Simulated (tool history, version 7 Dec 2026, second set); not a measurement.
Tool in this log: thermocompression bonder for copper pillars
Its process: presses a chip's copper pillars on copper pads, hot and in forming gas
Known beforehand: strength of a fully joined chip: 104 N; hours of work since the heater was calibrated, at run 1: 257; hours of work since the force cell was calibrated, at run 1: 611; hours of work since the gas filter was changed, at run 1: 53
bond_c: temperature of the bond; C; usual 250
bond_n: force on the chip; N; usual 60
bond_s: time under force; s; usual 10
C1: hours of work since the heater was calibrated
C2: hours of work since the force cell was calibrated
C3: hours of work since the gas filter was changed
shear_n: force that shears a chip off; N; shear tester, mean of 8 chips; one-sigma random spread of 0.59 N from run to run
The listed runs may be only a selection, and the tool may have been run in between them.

Run 1, hour 0: usual settings; C1 257; C2 611; C3 53. Result: shear_n 45.7 N.
Run 2, hour 12.5: usual settings; C1 263; C2 618; C3 59. Result: shear_n 45.6 N.
Run 3, hour 27.1: usual settings; C1 271; C2 625; C3 66. Result: shear_n 45.6 N.
Run 4, hour 35.3: usual settings but bond_s 8 s; C1 275; C2 629; C3 70. Result: shear_n 41.1 N.
Run 5, hour 50.9: usual settings but bond_s 8 s; C1 282; C2 637; C3 78. Result: shear_n 42.4 N.
Run 6, hour 65.3: usual settings but bond_s 21 s; C1 289; C2 644; C3 85. Result: shear_n 57.2 N.
Run 7, hour 73.5: usual settings but bond_s 21 s; C1 293; C2 648; C3 89. Result: shear_n 58.5 N.
Run 8, hour 81.7: usual settings but bond_c 262 C; C1 297; C2 652; C3 93. Result: shear_n 52.6 N.
Run 9, hour 97.5: usual settings but bond_c 262 C; C1 305; C2 659; C3 101. Result: shear_n 53.5 N.
Run 10, hour 110.5: usual settings but bond_s 27 s; C1 312; C2 666; C3 107. Result: shear_n 63 N.
Run 11, hour 120.4: usual settings but bond_c 222 C, bond_n 64 N, bond_s 8 s; C1 317; C2 671; C3 112. Result: shear_n 28.7 N.
Run 12, hour 136.1: usual settings but bond_c 222 C, bond_n 84 N, bond_s 24 s; C1 324; C2 679; C3 120. Result: shear_n 59.5 N.
Run 13, hour 149.4: usual settings but bond_c 274 C, bond_s 8 s; C1 331; C2 685; C3 127. Result: shear_n 53.7 N.
Run 14, hour 160.3: usual settings but bond_c 274 C, bond_s 8 s; C1 336; C2 690; C3 132. Result: shear_n 54.7 N.
Run 15, hour 176.1: usual settings but bond_n 83 N, bond_s 22 s; C1 344; C2 698; C3 140. Result: shear_n 76.5 N.

Some steps in shear_n, run to run, broken into two amounts with sign: the step expected even without the hidden condition (settings, incoming material, random variation), and the rest, left for the hidden condition together with whatever gauge scatter is not in both the measured and the hidden-condition-free result:
The tool's hidden condition here consists of: true temperature of the bond over the reading, C; force that reaches the chip, % of what is set; oxide that the forming gas leaves, % of the face; drift of the gauge itself on shear_n, %.
Run 10 -> 11: bond_c 250 -> 222, bond_n 60 -> 64, bond_s 27 -> 8. shear_n -34.3 N: hidden state -0.2, all else -34.1.
Run 14 -> 15: bond_c 274 -> 250, bond_n 60 -> 83, bond_s 8 -> 22. shear_n +21.8 N: hidden state -0.4, all else +22.2.
